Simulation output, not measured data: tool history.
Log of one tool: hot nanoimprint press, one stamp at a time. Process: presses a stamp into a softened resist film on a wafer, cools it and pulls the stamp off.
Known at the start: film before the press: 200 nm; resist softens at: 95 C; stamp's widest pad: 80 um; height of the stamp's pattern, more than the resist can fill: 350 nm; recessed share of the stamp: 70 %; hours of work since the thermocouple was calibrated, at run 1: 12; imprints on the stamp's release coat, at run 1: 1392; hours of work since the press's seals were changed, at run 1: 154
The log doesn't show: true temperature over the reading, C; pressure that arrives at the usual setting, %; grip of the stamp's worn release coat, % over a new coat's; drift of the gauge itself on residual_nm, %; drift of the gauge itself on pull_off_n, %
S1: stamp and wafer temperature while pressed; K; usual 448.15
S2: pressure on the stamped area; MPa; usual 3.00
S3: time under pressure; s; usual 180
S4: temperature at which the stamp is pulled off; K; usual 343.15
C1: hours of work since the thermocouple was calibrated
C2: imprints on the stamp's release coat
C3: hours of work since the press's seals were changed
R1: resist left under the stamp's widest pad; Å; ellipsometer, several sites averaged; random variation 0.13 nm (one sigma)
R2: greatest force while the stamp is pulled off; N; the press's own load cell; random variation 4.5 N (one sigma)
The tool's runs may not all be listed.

run 1 hour=0.0 | S1=448.15 S2=3.00 S3=180 S4=343.15 | C1=12 C2=1392 C3=154 | R1=738 R2=293
run 2 hour=70.4 | S1=448.15 S2=3.00 S3=180 S4=343.15 | C1=54 C2=1535 C3=196 | R1=739 R2=314
run 3 hour=141.3 | S1=448.15 S2=3.00 S3=180 S4=343.15 | C1=96 C2=1680 C3=239 | R1=735 R2=306
-- hour=167.5 stamp cleaned and given a new release coat
run 4 hour=182.9 | S1=448.15 S2=3.00 S3=180 S4=343.15 | C1=118 C2=31 C3=260 | R1=734 R2=229
run 5 hour=246.3 | S1=448.15 S2=3.00 S3=99 S4=343.15 | C1=155 C2=160 C3=298 | R1=908 R2=234
run 6 hour=306.9 | S1=448.15 S2=3.00 S3=180 S4=344.15 | C1=192 C2=284 C3=334 | R1=730 R2=231
run 7 hour=341.6 | S1=448.15 S2=3.00 S3=180 S4=344.15 | C1=212 C2=355 C3=355 | R1=730 R2=240
run 8 hour=405.6 | S1=448.15 S2=3.00 S3=180 S4=344.15 | C1=251 C2=485 C3=393 | R1=729 R2=247
run 9 hour=464.5 | S1=448.15 S2=3.00 S3=180 S4=344.15 | C1=286 C2=605 C3=428 | R1=727 R2=247
run 10 hour=514.9 | S1=456.15 S2=3.00 S3=180 S4=343.15 | C1=316 C2=708 C3=458 | R1=590 R2=258
run 11 hour=580.2 | S1=448.15 S2=3.00 S3=180 S4=340.15 | C1=355 C2=841 C3=497 | R1=727 R2=292
run 12 hour=643.2 | S1=448.15 S2=3.00 S3=180 S4=332.15 | C1=393 C2=969 C3=535 | R1=723 R2=359
run 13 hour=701.3 | S1=448.15 S2=3.06 S3=180 S4=343.15 | C1=428 C2=1088 C3=570 | R1=714 R2=280
-- hour=723.7 press's hydraulic seals changed and the load cell set to zero
run 14 hour=774.8 | S1=448.15 S2=3.06 S3=180 S4=343.15 | C1=467 C2=1221 C3=31 | R1=703 R2=286
-- hour=799.9 plate thermocouple calibrated
run 15 hour=843.6 | S1=448.15 S2=3.06 S3=180 S4=343.15 | C1=26 C2=1355 C3=70 | R1=722 R2=296
run 16 hour=906.7 | S1=458.15 S2=3.35 S3=281 S4=349.15 | C1=64 C2=1484 C3=108 | R1=443 R2=265
run 17 hour=949.1 | S1=438.15 S2=3.00 S3=180 S4=330.15 | C1=89 C2=1570 C3=133 | R1=960 R2=418
run 18 hour=1020.6 | S1=438.15 S2=3.00 S3=180 S4=330.15 | C1=132 C2=1716 C3=176 | R1=957 R2=430
-- hour=1031.1 stamp cleaned and given a new release coat
run 19 hour=1108.4 | S1=439.15 S2=2.14 S3=124 S4=343.15 | C1=181 C2=157 C3=225 | R1=1222 R2=233
run 20 hour=1179.1 | S1=456.15 S2=1.94 S3=96 S4=343.15 | C1=223 C2=301 C3=267 | R1=931 R2=235
run 21 hour=1248.5 | S1=448.15 S2=3.00 S3=100 S4=328.15 | C1=265 C2=443 C3=308 | R1=887 R2=348
run 22 hour=1310.9 | S1=448.15 S2=3.00 S3=100 S4=328.15 | C1=302 C2=570 C3=346 | R1=885 R2=351
run 23 hour=1369.9 | S1=448.15 S2=3.00 S3=100 S4=328.15 | C1=337 C2=690 C3=381 | R1=885 R2=364
run 24 hour=1426.4 | S1=440.15 S2=2.58 S3=268 S4=350.15 | C1=371 C2=805 C3=415 | R1=838 R2=220
run 25 hour=1501.5 | S1=440.15 S2=2.58 S3=268 S4=350.15 | C1=416 C2=958 C3=460 | R1=836 R2=229
run 26 hour=1585.1 | S1=440.15 S2=2.58 S3=268 S4=350.15 | C1=466 C2=1128 C3=510 | R1=834 R2=223
-- hour=1611.0 plate thermocouple calibrated
run 27 hour=1639.3 | S1=440.15 S2=2.58 S3=268 S4=350.15 | C1=17 C2=1233 C3=540 | R1=867 R2=242
run 28 hour=1685.0 | S1=448.15 S2=2.63 S3=185 S4=343.15 | C1=44 C2=1326 C3=568 | R1=784 R2=302
-- hour=1712.3 press's hydraulic seals changed and the load cell set to zero
run 29 hour=1761.3 | S1=448.15 S2=2.63 S3=185 S4=343.15 | C1=85 C2=1465 C3=29 | R1=773 R2=298

3 ways to go on from here, each from the tool as it stands after run 29. What would each give?
run A hour=1814.2 | S1=448.15 S2=3.57 S3=262 S4=345.15 | C1=117 C2=1573 C3=61 | R1=? R2=?
run B hour=1814.2 | S1=448.15 S2=1.98 S3=123 S4=349.15 | C1=117 C2=1573 C3=61 | R1=? R2=?
run C hour=1814.2 | S1=444.15 S2=2.63 S3=185 S4=330.15 | C1=117 C2=1573 C3=61 | R1=? R2=?

run=A R1=573 R2=287
run=B R1=1027 R2=265
run=C R1=858 R2=399
Without the tool's hidden state the same runs would have given:
run=A R1=581 R2=216
run=B R1=1040 R2=200
run=C R1=870 R2=300
